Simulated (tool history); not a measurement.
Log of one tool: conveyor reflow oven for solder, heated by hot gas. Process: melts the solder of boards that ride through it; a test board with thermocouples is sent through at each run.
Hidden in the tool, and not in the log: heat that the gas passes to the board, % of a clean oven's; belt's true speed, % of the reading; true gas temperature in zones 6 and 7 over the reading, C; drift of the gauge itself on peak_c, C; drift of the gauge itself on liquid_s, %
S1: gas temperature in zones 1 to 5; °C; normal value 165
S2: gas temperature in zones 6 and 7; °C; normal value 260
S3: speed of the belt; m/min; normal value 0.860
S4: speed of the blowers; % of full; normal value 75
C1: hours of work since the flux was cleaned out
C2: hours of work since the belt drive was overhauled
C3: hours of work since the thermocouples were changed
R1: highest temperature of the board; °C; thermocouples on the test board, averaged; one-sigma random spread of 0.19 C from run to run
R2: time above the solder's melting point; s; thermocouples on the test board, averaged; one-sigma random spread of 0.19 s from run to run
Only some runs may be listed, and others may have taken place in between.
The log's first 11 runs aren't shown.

run    hour   S1   S2     S3  S4   C1   C2   C3     R1    R2
      506.9  -- flux residue cleaned out of gas plates and filters
 12   512.9  165  260  0.849  75    3  363  497  244.7  36.0
 13   557.1  165  260  0.860  75   23  383  517  244.4  35.3
 14   625.7  165  260  0.860  75   54  414  548  244.4  34.9
 15   685.2  165  259  0.860  75   80  441  575  243.4  34.9
 16   714.7  165  260  0.860  70   94  454  588  243.7  34.1
 17   777.3  165  251  0.860  75  122  482  616  237.0  29.6
 18   838.5  162  251  0.798  75  149  510  644  238.1  33.3
 19   910.7  162  251  0.798  75  182  542  676  238.3  33.2
      929.8  -- thermocouples of zones 6 and 7 changed
 20   952.8  165  260  0.860  80  200  561   10  244.9  35.8
 21  1023.3  156  260  0.747  75  232  592   42  247.0  41.4
 22  1076.2  179  260  0.747  63  256  616   66  248.5  48.1
 23  1132.0  179  275  0.747  60  281  641   91  261.3  54.9
 24  1181.2  165  270  0.716  75  303  663  113  258.7  52.6
 25  1228.5  157  257  0.702  75  324  685  135  246.0  44.7
 26  1273.8  157  266  0.702  75  345  705  155  254.7  49.5
 27  1318.6  158  266  0.790  75  365  725  175  251.0  41.8
 28  1362.3  174  252  0.708  54  384  745  195  240.5  42.8
 29  1391.6  174  252  0.708  54  398  758  208  239.8  42.7
 30  1436.2  174  252  0.708  54  418  778  228  240.4  42.8

Predict each of these 5 candidate next runs independently; none follows another, all start after run 30:
  A  1503.2  165  254  0.860  55  448  808  258   ?   ?
  B  1503.2  166  259  0.993  75  448  808  258   ?   ?
  C  1503.2  165  260  0.697  75  448  808  258   ?   ?
  D  1503.2  162  248  0.803  75  448  808  258   ?   ?
  E  1503.2  179  274  0.708  56  448  808  258   ?   ?

run     R1    R2
  A  234.9  26.3
  B  238.5  26.0
  C  250.0  49.4
  D  235.2  30.3
  E  261.1  57.6
Stripped of hidden state, with their random variation kept, the same runs would have yielded:
run     R1    R2
  A  235.0  26.4
  B  238.6  26.1
  C  250.1  49.4
  D  235.2  30.4
  E  261.1  57.5

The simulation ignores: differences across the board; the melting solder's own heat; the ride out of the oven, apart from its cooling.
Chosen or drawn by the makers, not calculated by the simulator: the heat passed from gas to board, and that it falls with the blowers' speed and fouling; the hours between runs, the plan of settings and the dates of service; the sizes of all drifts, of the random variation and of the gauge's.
